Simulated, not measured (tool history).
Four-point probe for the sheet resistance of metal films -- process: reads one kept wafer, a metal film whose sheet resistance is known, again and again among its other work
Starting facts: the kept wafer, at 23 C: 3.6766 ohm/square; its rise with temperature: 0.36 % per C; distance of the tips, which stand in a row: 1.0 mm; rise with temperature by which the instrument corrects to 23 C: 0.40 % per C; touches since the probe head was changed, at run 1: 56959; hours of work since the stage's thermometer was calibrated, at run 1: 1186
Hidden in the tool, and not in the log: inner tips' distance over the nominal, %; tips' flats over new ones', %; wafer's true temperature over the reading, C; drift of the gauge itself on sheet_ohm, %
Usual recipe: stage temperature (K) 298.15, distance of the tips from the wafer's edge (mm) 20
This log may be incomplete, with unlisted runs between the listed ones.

run    hour  stage temperature (K)  distance of the tips from the wafer's edge (mm)  touches since the probe head was changed  hours of work since the stage's thermometer was calibrated  sheet resistance as the instrument gives it (ohm/square)
  1       0                 298.15                                               20                                     56959                                                        1186                                                  3.678751
  2    31.6                 298.15                                               20                                     58288                                                        1206                                                  3.678162
  3    54.2                 298.15                                               20                                     59239                                                        1220                                                  3.679665
  4    74.7                 298.15                                               20                                     60101                                                        1233                                                   3.67869
  5   100.1                 298.15                                               20                                     61170                                                        1249                                                  3.681799
  6   125.5                 298.15                                               20                                     62240                                                        1265                                                  3.680653
  7   154.1                 298.15                                                8                                     63442                                                        1283                                                  3.706361
  8   179.8                 298.15                                                8                                     64522                                                        1299                                                  3.706933
  9   206.3                 298.15                                                8                                     65638                                                        1316                                                  3.706919
 10   228.7                 298.15                                               20                                     66581                                                        1330                                                  3.682475
 11   256.8                 298.15                                               20                                     67762                                                        1348                                                  3.681789
 12   278.4                 298.15                                               20                                     68671                                                        1361                                                  3.681103
 13   304.1                 298.15                                                6                                     69752                                                        1377                                                  3.731309
 14   326.5                 298.15                                                6                                     70696                                                        1391                                                  3.732124
 15   359.4                 297.15                                               20                                     72080                                                        1412                                                  3.685709
 16   378.8                 298.15                                               17                                     72894                                                        1424                                                  3.685963
 17   405.1                 298.15                                               17                                     74000                                                        1441                                                   3.68577
 18   430.8                 298.15                                               20                                     75083                                                        1457                                                  3.683485
 19   464.4                 298.15                                               20                                     76495                                                        1478                                                  3.685959
 20   480.3                 298.15                                               20                                     77167                                                        1488                                                  3.684845
 21   507.1                 298.15                                               20                                     78293                                                        1505                                                  3.684139
 22   529.4                 291.15                                               20                                     79229                                                        1519                                                  3.700156
 23     563                 297.15                                               20                                     80643                                                        1540                                                  3.687823
 24   598.7                 297.15                                               20                                     82146                                                        1562                                                  3.688447
 25   615.9                 292.15                                               31                                     82868                                                        1573                                                  3.695512
 26     636                 293.15                                                5                                     83715                                                        1586                                                  3.768383
 27   651.2                 296.15                                               45                                     84354                                                        1595                                                  3.686581
 28   671.9                 304.15                                                9                                     85225                                                        1608                                                  3.698095
 29   693.7                 304.15                                                7                                     86143                                                        1622                                                  3.712697
 30   708.8                 302.15                                                8                                     86779                                                        1632                                                   3.70899
 31   738.2                 308.15                                               26                                     88013                                                        1650                                                  3.670168
 32   757.6                 308.15                                               26                                     88831                                                        1662                                                  3.670826
 33   782.4                 298.15                                               20                                     89872                                                        1678                                                  3.690291
 34   799.1                 307.15                                               10                                     90577                                                        1688                                                  3.688915
 35   826.1                 298.15                                               70                                     91712                                                        1705                                                  3.686539
 36   857.3                 302.15                                               32                                     93023                                                        1725                                                    3.6809
 37   883.4                 298.15                                                4                                     94124                                                        1741                                                  3.806454
 38   907.8                 304.15                                               53                                     95152                                                        1757                                                  3.676057
 39   943.2                 303.15                                                8                                     96638                                                        1779                                                  3.708295
 40   972.1                 299.15                                               16                                     97855                                                        1797                                                  3.692394
 41   990.3                 301.15                                               12                                     98621                                                        1809                                                  3.694208
 42  1009.6                 299.15                                                4                                     99431                                                        1821                                                  3.806056
 43  1031.7                 299.15                                                4                                    100361                                                        1835                                                  3.806086
 44  1046.4                 292.15                                               20                                    100981                                                        1844                                                  3.705291
 45  1068.1                 302.15                                               17                                    101895                                                        1857                                                   3.68929
 46  1089.6                 297.15                                               22                                    102796                                                        1871                                                  3.694047

Below, some changes in sheet resistance as the instrument gives it (ohm/square) between adjacent runs. For each, the amount present without the hidden state too (settings, incoming material, random variation) and the amount remaining for the hidden state with gauge scatter not shared by both compared results:
Run 32 -> 33: stage temperature (K) 308.15 -> 298.15, distance of the tips from the wafer's edge (mm) 26 -> 20. sheet resistance as the instrument gives it (ohm/square) +0.019465: hidden state +0.000652, all else +0.018813.
Run 36 -> 37: stage temperature (K) 302.15 -> 298.15, distance of the tips from the wafer's edge (mm) 32 -> 4. sheet resistance as the instrument gives it (ohm/square) +0.125554: hidden state +0.000884, all else +0.12467.
Run 37 -> 38: stage temperature (K) 298.15 -> 304.15, distance of the tips from the wafer's edge (mm) 4 -> 53. sheet resistance as the instrument gives it (ohm/square) -0.130397: hidden state -0.000277, all else -0.13012.
Run 41 -> 42: stage temperature (K) 301.15 -> 299.15, distance of the tips from the wafer's edge (mm) 12 -> 4. sheet resistance as the instrument gives it (ohm/square) +0.111848: hidden state +0.000734, all else +0.111114.
